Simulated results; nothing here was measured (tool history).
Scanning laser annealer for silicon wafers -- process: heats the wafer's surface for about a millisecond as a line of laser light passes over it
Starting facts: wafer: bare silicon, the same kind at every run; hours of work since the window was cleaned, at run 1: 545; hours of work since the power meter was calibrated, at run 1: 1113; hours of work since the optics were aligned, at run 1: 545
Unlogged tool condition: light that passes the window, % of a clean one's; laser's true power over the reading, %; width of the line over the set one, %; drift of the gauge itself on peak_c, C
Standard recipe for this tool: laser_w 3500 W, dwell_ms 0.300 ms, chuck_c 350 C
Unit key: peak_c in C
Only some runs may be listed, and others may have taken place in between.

run    hour  laser_w  dwell_ms  chuck_c  hours of work since the window was cleaned  hours of work since the power meter was calibrated  hours of work since the optics were aligned  peak_c
  1     0.0     3500     0.300      350                                         545                                                1113                                          545    1105
  2    27.5     3500     0.300      350                                         564                                                1133                                          564    1106
  3    49.6     3500     0.300      350                                         580                                                1148                                          580    1101
  4    80.5     3774     0.300      350                                         602                                                1170                                          602    1161
  5   104.9     3774     0.300      350                                         619                                                1187                                          619    1160
  6   135.6     3500     0.333      350                                         641                                                1209                                          641    1144
  7   157.2     3500     0.333      350                                         656                                                1224                                          656    1145
  8   190.0     3500     0.333      350                                         679                                                1248                                          679    1143
  9   232.9     3500     0.333      350                                         710                                                1278                                          710    1138
 10   257.4     3500     0.333      350                                         727                                                1295                                          727    1135
 11   294.3     3322     0.300      350                                         753                                                1321                                          753    1057
 12   326.1     3713     0.300      350                                         776                                                1344                                          776    1137
 13   361.7     3481     0.300      350                                         801                                                1369                                          801    1086
 14   380.0     3481     0.300      350                                         814                                                1382                                          814    1084
      394.3  -- optics aligned, line set to its width
 15   406.2     3481     0.300      350                                         829                                                1397                                            8    1093
 16   436.1     3481     0.300      350                                         850                                                1418                                           30    1091
 17   462.2     3481     0.300      350                                         868                                                1437                                           48    1092
 18   500.0     3500     0.300      350                                         895                                                1463                                           75    1093
 19   519.9     3500     0.217      350                                         909                                                1478                                           89     977
 20   541.5     3500     0.324      350                                         925                                                1493                                          104    1121
 21   580.3     3500     0.269      350                                         952                                                1520                                          132    1049
 22   602.5     3500     0.331      326                                         968                                                1536                                          147    1106
      608.6  -- window over the wafer cleaned
 23   626.9     3004     0.300      351                                          13                                                1552                                          163     963
 24   666.9     3033     0.300      318                                          41                                                1580                                          191     942
 25   689.4     3500     0.215      350                                          57                                                1596                                          207     950
 26   710.8     3500     0.215      346                                          72                                                1611                                          223     944
 27   749.6     3500     0.215      346                                         100                                                1639                                          250     941
 28   782.9     3500     0.361      388                                         123                                                1662                                          274    1172
 29   808.3     3782     0.300      350                                         141                                                1680                                          292    1119
      822.6  -- window over the wafer cleaned, once more
 30   839.6     3782     0.300      350                                          12                                                1701                                          312    1197
 31   875.7     3782     0.256      350                                          38                                                1726                                          338    1124
 32   912.8     3213     0.238      313                                          64                                                1753                                          364     944
 33   941.0     3530     0.244      313                                          84                                                1773                                          384    1014
 34   967.6     3002     0.368      317                                         103                                                1791                                          403    1061
 35   993.2     3002     0.368      317                                         121                                                1810                                          421    1058
 36  1019.8     3491     0.234      323                                         140                                                1828                                          440     994
 37  1048.6     3491     0.234      323                                         160                                                1849                                          460     994
 38  1083.6     3491     0.234      323                                         185                                                1874                                          485     999
 39  1117.9     3565     0.300      350                                         209                                                1898                                          509    1135
 40  1136.3     3565     0.271      363                                         222                                                1911                                          522    1103

Here are 3 independent what-if runs from the current tool condition. What would each one return?
  A  1166.3     3774     0.330      319                                         243                                                1932                                          543       ?
  B  1166.3     3192     0.300      350                                         243                                                1932                                          543       ?
  C  1166.3     3232     0.253      380                                         243                                                1932                                          543       ?

run  peak_c
  A    1189
  B    1049
  C    1029
With no hidden state in the tool, these same runs would have given:
run  peak_c
  A    1222
  B    1075
  C    1054

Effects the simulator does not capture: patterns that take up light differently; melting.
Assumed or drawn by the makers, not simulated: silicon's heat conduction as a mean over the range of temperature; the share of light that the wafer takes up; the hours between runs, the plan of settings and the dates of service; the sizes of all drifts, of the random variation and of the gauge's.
